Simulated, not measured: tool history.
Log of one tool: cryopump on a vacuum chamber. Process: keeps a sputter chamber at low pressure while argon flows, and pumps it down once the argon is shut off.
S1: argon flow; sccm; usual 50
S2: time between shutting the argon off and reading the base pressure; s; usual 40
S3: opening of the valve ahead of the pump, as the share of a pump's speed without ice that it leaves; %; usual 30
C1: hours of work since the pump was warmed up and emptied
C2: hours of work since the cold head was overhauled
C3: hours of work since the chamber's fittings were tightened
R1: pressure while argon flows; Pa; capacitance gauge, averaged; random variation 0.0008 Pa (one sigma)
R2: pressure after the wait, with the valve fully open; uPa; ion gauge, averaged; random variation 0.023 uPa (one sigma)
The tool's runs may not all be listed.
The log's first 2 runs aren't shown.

run	hour	S1	S2	S3	C1	C2	C3	R1	R2
3	135.5	50	241	30	662	662	662	0.1639	0.43
4	207.0	50	111	30	724	724	724	0.1641	0.58
# hour 248.9: pump warmed up, emptied and cooled again
5	248.9	44	111	30	0	755	755	0.1391	0.52
6	318.9	44	111	30	60	815	815	0.1399	0.52
7	376.5	50	40	30	109	865	865	0.1574	0.95
8	419.4	50	40	30	146	901	901	0.1575	0.95
9	463.0	50	40	30	183	939	939	0.1579	0.91
10	517.8	50	40	30	230	986	986	0.1592	0.98
11	590.0	50	40	30	292	1048	1048	0.1595	1.01
# hour 617.3: leaking fittings of the chamber tightened, without venting
12	624.0	50	40	30	320	1075	6	0.1596	0.79
13	659.1	50	40	30	350	1105	36	0.1600	0.84
14	720.4	50	118	30	402	1157	88	0.1616	0.39
15	764.2	50	118	30	440	1195	126	0.1624	0.41
16	825.9	50	118	30	493	1248	179	0.1619	0.45
17	880.6	50	118	30	539	1295	226	0.1620	0.44
18	946.2	36	78	24	596	1351	282	0.1448	0.63
19	994.2	36	78	31	637	1392	323	0.1129	0.62
20	1040.9	36	27	19	677	1432	363	0.1841	1.18

Run 21 comes next. What will it give?
21	1090.2	36	27	19	719	1474	405	?	?

{"run 21": {"R1": 0.1838, "R2": 1.25}}
Without the tool's hidden state the same run would have given R1 0.1781 Pa, R2 1.12 uPa.
